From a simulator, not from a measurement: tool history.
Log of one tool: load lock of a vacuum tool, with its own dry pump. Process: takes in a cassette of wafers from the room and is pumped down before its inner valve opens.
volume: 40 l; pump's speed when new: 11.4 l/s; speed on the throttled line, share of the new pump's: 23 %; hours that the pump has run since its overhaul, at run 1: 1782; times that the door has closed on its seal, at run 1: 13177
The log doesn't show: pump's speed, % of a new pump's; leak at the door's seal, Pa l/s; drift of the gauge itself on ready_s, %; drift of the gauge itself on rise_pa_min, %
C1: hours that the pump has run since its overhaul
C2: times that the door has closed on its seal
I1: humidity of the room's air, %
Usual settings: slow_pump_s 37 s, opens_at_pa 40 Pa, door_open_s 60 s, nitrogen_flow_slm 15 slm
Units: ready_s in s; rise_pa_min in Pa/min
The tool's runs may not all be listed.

run 1 hour=0 | slow_pump_s=37 opens_at_pa=40 door_open_s=60 nitrogen_flow_slm=15 | C1=1782 C2=13177 | I1=44.1 | ready_s=56.6 rise_pa_min=0.046
run 2 hour=96 | slow_pump_s=37 opens_at_pa=40 door_open_s=60 nitrogen_flow_slm=15 | C1=1878 C2=13519 | I1=41.7 | ready_s=56.5 rise_pa_min=0.043
run 3 hour=270 | slow_pump_s=37 opens_at_pa=40 door_open_s=60 nitrogen_flow_slm=15 | C1=2052 C2=14139 | I1=46.3 | ready_s=56.4 rise_pa_min=0.05
run 4 hour=457.7 | slow_pump_s=37 opens_at_pa=40 door_open_s=60 nitrogen_flow_slm=15 | C1=2240 C2=14807 | I1=43.1 | ready_s=56.5 rise_pa_min=0.048
run 5 hour=594 | slow_pump_s=37 opens_at_pa=40 door_open_s=60 nitrogen_flow_slm=12 | C1=2376 C2=15292 | I1=45.8 | ready_s=55.9 rise_pa_min=0.05
run 6 hour=793.8 | slow_pump_s=37 opens_at_pa=40 door_open_s=39 nitrogen_flow_slm=12 | C1=2576 C2=16004 | I1=43.7 | ready_s=55.8 rise_pa_min=0.048
run 7 hour=914.6 | slow_pump_s=37 opens_at_pa=40 door_open_s=39 nitrogen_flow_slm=12 | C1=2697 C2=16434 | I1=44.1 | ready_s=56.3 rise_pa_min=0.046
run 8 hour=1002 | slow_pump_s=37 opens_at_pa=40 door_open_s=39 nitrogen_flow_slm=12 | C1=2784 C2=16745 | I1=45.8 | ready_s=57.2 rise_pa_min=0.049
run 9 hour=1153.9 | slow_pump_s=37 opens_at_pa=45 door_open_s=39 nitrogen_flow_slm=12 | C1=2936 C2=17286 | I1=47.5 | ready_s=56.4 rise_pa_min=0.045
run 10 hour=1281.8 | slow_pump_s=25 opens_at_pa=65 door_open_s=127 nitrogen_flow_slm=13 | C1=3064 C2=17741 | I1=43.8 | ready_s=45.3 rise_pa_min=0.063
run 11 hour=1409.4 | slow_pump_s=37 opens_at_pa=77 door_open_s=144 nitrogen_flow_slm=15 | C1=3192 C2=18196 | I1=46.2 | ready_s=54 rise_pa_min=0.07
run 12 hour=1531.6 | slow_pump_s=30 opens_at_pa=40 door_open_s=60 nitrogen_flow_slm=12 | C1=3314 C2=18631 | I1=45.9 | ready_s=51.7 rise_pa_min=0.062
run 13 hour=1688.1 | slow_pump_s=32 opens_at_pa=68 door_open_s=60 nitrogen_flow_slm=15 | C1=3470 C2=19188 | I1=45.2 | ready_s=50.5 rise_pa_min=0.054
run 14 hour=1860.3 | slow_pump_s=32 opens_at_pa=68 door_open_s=60 nitrogen_flow_slm=15 | C1=3643 C2=19801 | I1=46.1 | ready_s=50.8 rise_pa_min=0.06
run 15 hour=2039.6 | slow_pump_s=20 opens_at_pa=64 door_open_s=196 nitrogen_flow_slm=40 | C1=3822 C2=20440 | I1=44.8 | ready_s=41.8 rise_pa_min=0.056
run 16 hour=2122.4 | slow_pump_s=20 opens_at_pa=64 door_open_s=196 nitrogen_flow_slm=40 | C1=3905 C2=20735 | I1=44.7 | ready_s=41.7 rise_pa_min=0.056
run 17 hour=2243.3 | slow_pump_s=37 opens_at_pa=40 door_open_s=60 nitrogen_flow_slm=4 | C1=4025 C2=21165 | I1=45.1 | ready_s=56.9 rise_pa_min=0.07
run 18 hour=2411.2 | slow_pump_s=40 opens_at_pa=37 door_open_s=74 nitrogen_flow_slm=6 | C1=4193 C2=21763 | I1=46.5 | ready_s=59.4 rise_pa_min=0.075

Measured less the same run without the tool's hidden state. The same run-to-run variation is in both; the gauge's scatter may not be:
run=1 ready_s=+0.3 rise_pa_min=+0.012
run=2 ready_s=+0.4 rise_pa_min=+0.012
run=3 ready_s=+0.4 rise_pa_min=+0.013
run=4 ready_s=+0.5 rise_pa_min=+0.014
run=5 ready_s=+0.5 rise_pa_min=+0.014
run=6 ready_s=+0.5 rise_pa_min=+0.016
run=7 ready_s=+0.5 rise_pa_min=+0.017
run=8 ready_s=+0.6 rise_pa_min=+0.017
run=9 ready_s=+0.6 rise_pa_min=+0.018
run=10 ready_s=+0.7 rise_pa_min=+0.018
run=11 ready_s=+0.6 rise_pa_min=+0.019
run=12 ready_s=+0.8 rise_pa_min=+0.02
run=13 ready_s=+0.7 rise_pa_min=+0.021
run=14 ready_s=+0.7 rise_pa_min=+0.021
run=15 ready_s=+0.9 rise_pa_min=+0.023
run=16 ready_s=+0.9 rise_pa_min=+0.023
run=17 ready_s=+0.9 rise_pa_min=+0.023
run=18 ready_s=+0.9 rise_pa_min=+0.024

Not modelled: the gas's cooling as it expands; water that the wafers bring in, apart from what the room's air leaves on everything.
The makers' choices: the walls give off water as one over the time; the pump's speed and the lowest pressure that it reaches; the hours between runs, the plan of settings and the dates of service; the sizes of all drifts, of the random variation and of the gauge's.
